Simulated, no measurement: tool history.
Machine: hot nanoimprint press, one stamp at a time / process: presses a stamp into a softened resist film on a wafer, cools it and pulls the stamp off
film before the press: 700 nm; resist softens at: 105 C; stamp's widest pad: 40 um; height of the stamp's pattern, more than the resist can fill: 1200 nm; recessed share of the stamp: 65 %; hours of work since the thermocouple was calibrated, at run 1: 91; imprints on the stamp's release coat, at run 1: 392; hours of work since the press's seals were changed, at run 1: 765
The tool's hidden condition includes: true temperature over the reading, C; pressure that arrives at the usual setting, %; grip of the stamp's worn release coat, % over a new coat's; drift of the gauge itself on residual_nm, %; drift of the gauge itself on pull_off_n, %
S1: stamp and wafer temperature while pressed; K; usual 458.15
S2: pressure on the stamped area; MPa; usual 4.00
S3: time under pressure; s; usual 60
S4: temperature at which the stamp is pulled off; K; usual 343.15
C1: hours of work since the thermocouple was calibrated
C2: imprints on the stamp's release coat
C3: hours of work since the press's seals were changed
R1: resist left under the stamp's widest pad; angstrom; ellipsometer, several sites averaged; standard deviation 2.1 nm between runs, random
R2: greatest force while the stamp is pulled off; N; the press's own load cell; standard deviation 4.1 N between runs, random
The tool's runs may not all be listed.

{"run": 1, "day": 0.0, "S1": 458.15, "S2": 4.0, "S3": 60, "S4": 343.15, "C1": 91, "C2": 392, "C3": 765, "R1": 3546, "R2": 210}
{"run": 2, "day": 0.746, "S1": 458.15, "S2": 4.0, "S3": 60, "S4": 343.15, "C1": 105, "C2": 452, "C3": 779, "R1": 3534, "R2": 219}
{"run": 3, "day": 1.312, "S1": 456.15, "S2": 4.0, "S3": 60, "S4": 343.15, "C1": 115, "C2": 497, "C3": 789, "R1": 3754, "R2": 221}
{"run": 4, "day": 1.912, "S1": 467.15, "S2": 4.0, "S3": 60, "S4": 343.15, "C1": 127, "C2": 546, "C3": 801, "R1": 2758, "R2": 214}
{"run": 5, "day": 2.742, "S1": 458.15, "S2": 4.0, "S3": 105, "S4": 343.15, "C1": 142, "C2": 613, "C3": 816, "R1": 2930, "R2": 218}
{"run": 6, "day": 3.788, "S1": 458.15, "S2": 4.0, "S3": 105, "S4": 343.15, "C1": 162, "C2": 697, "C3": 836, "R1": 2916, "R2": 224}
{"run": 7, "day": 4.438, "S1": 467.15, "S2": 4.0, "S3": 60, "S4": 343.15, "C1": 174, "C2": 749, "C3": 848, "R1": 2770, "R2": 221}
{"run": 8, "day": 5.088, "S1": 467.15, "S2": 4.0, "S3": 60, "S4": 343.15, "C1": 186, "C2": 802, "C3": 860, "R1": 2765, "R2": 226}
{"run": 9, "day": 5.946, "S1": 467.15, "S2": 4.0, "S3": 60, "S4": 343.15, "C1": 202, "C2": 871, "C3": 876, "R1": 2771, "R2": 231}
{"run": 10, "day": 6.812, "S1": 458.15, "S2": 4.0, "S3": 60, "S4": 341.15, "C1": 218, "C2": 941, "C3": 892, "R1": 3639, "R2": 242}
{"run": 11, "day": 7.725, "S1": 458.15, "S2": 4.0, "S3": 60, "S4": 341.15, "C1": 235, "C2": 1014, "C3": 909, "R1": 3643, "R2": 251}
{"run": 12, "day": 8.808, "S1": 458.15, "S2": 4.0, "S3": 60, "S4": 343.15, "C1": 256, "C2": 1102, "C3": 930, "R1": 3629, "R2": 238}
{"run": 13, "day": 10.079, "S1": 458.15, "S2": 4.0, "S3": 60, "S4": 343.15, "C1": 280, "C2": 1204, "C3": 954, "R1": 3664, "R2": 239}
{"day": 10.3, "done": "plate thermocouple calibrated"}
{"run": 14, "day": 11.304, "S1": 458.15, "S2": 4.0, "S3": 63, "S4": 343.15, "C1": 19, "C2": 1293, "C3": 974, "R1": 3643, "R2": 249}
{"day": 11.842, "done": "press's hydraulic seals changed and the load cell set to zero"}
{"day": 12.388, "done": "stamp cleaned and given a new release coat"}
{"run": 15, "day": 12.671, "S1": 458.15, "S2": 4.0, "S3": 63, "S4": 343.15, "C1": 33, "C2": 23, "C3": 11, "R1": 3582, "R2": 208}
{"run": 16, "day": 13.492, "S1": 450.15, "S2": 4.43, "S3": 31, "S4": 338.15, "C1": 49, "C2": 89, "C3": 26, "R1": 5175, "R2": 239}
{"day": 13.992, "done": "plate thermocouple calibrated, once more"}
{"run": 17, "day": 14.933, "S1": 450.15, "S2": 4.43, "S3": 31, "S4": 338.15, "C1": 18, "C2": 195, "C3": 51, "R1": 5061, "R2": 230}
{"run": 18, "day": 15.55, "S1": 450.15, "S2": 4.43, "S3": 31, "S4": 338.15, "C1": 29, "C2": 245, "C3": 62, "R1": 4988, "R2": 238}
{"run": 19, "day": 16.25, "S1": 468.15, "S2": 4.0, "S3": 36, "S4": 343.15, "C1": 42, "C2": 301, "C3": 75, "R1": 3172, "R2": 217}
{"run": 20, "day": 17.117, "S1": 468.15, "S2": 4.0, "S3": 36, "S4": 343.15, "C1": 59, "C2": 371, "C3": 92, "R1": 3196, "R2": 216}
{"run": 21, "day": 18.35, "S1": 455.15, "S2": 3.16, "S3": 86, "S4": 333.15, "C1": 82, "C2": 471, "C3": 115, "R1": 3753, "R2": 290}
{"run": 22, "day": 19.654, "S1": 455.15, "S2": 3.16, "S3": 86, "S4": 333.15, "C1": 106, "C2": 576, "C3": 139, "R1": 3784, "R2": 277}
{"run": 23, "day": 20.758, "S1": 467.15, "S2": 4.0, "S3": 41, "S4": 343.15, "C1": 127, "C2": 665, "C3": 160, "R1": 3125, "R2": 223}
{"run": 24, "day": 21.45, "S1": 458.15, "S2": 3.06, "S3": 34, "S4": 343.15, "C1": 140, "C2": 721, "C3": 173, "R1": 4678, "R2": 233}
{"run": 25, "day": 22.742, "S1": 464.15, "S2": 4.06, "S3": 48, "S4": 343.15, "C1": 164, "C2": 825, "C3": 197, "R1": 3229, "R2": 223}
{"run": 26, "day": 23.562, "S1": 458.15, "S2": 4.17, "S3": 75, "S4": 349.15, "C1": 179, "C2": 891, "C3": 212, "R1": 3233, "R2": 192}
{"run": 27, "day": 24.758, "S1": 449.15, "S2": 4.0, "S3": 60, "S4": 343.15, "C1": 202, "C2": 987, "C3": 235, "R1": 4568, "R2": 234}
{"run": 28, "day": 25.533, "S1": 458.15, "S2": 6.19, "S3": 60, "S4": 343.15, "C1": 216, "C2": 1050, "C3": 249, "R1": 2959, "R2": 240}
{"run": 29, "day": 26.288, "S1": 458.15, "S2": 6.19, "S3": 60, "S4": 343.15, "C1": 230, "C2": 1111, "C3": 263, "R1": 2922, "R2": 238}

Predict each of these 5 candidate next runs independently; none follows another, all start after run 29:
{"run": "A", "day": 27.55, "S1": 455.15, "S2": 2.49, "S3": 60, "S4": 333.15, "C1": 254, "C2": 1213, "C3": 287, "R1": "?", "R2": "?"}
{"run": "B", "day": 27.55, "S1": 458.15, "S2": 6.19, "S3": 41, "S4": 343.15, "C1": 254, "C2": 1213, "C3": 287, "R1": "?", "R2": "?"}
{"run": "C", "day": 27.55, "S1": 458.15, "S2": 3.24, "S3": 60, "S4": 343.15, "C1": 254, "C2": 1213, "C3": 287, "R1": "?", "R2": "?"}
{"run": "D", "day": 27.55, "S1": 458.15, "S2": 3.4, "S3": 89, "S4": 343.15, "C1": 254, "C2": 1213, "C3": 287, "R1": "?", "R2": "?"}
{"run": "E", "day": 27.55, "S1": 457.15, "S2": 4.0, "S3": 81, "S4": 343.15, "C1": 254, "C2": 1213, "C3": 287, "R1": "?", "R2": "?"}

run=A R1=4717 R2=311
run=B R1=3373 R2=242
run=C R1=3980 R2=238
run=D R1=3340 R2=246
run=E R1=3338 R2=242
What these runs would have given with no unlogged condition in the tool:
run=A R1=4573 R2=257
run=B R1=3222 R2=198
run=C R1=3835 R2=195
run=D R1=3206 R2=202
run=E R1=3198 R2=199
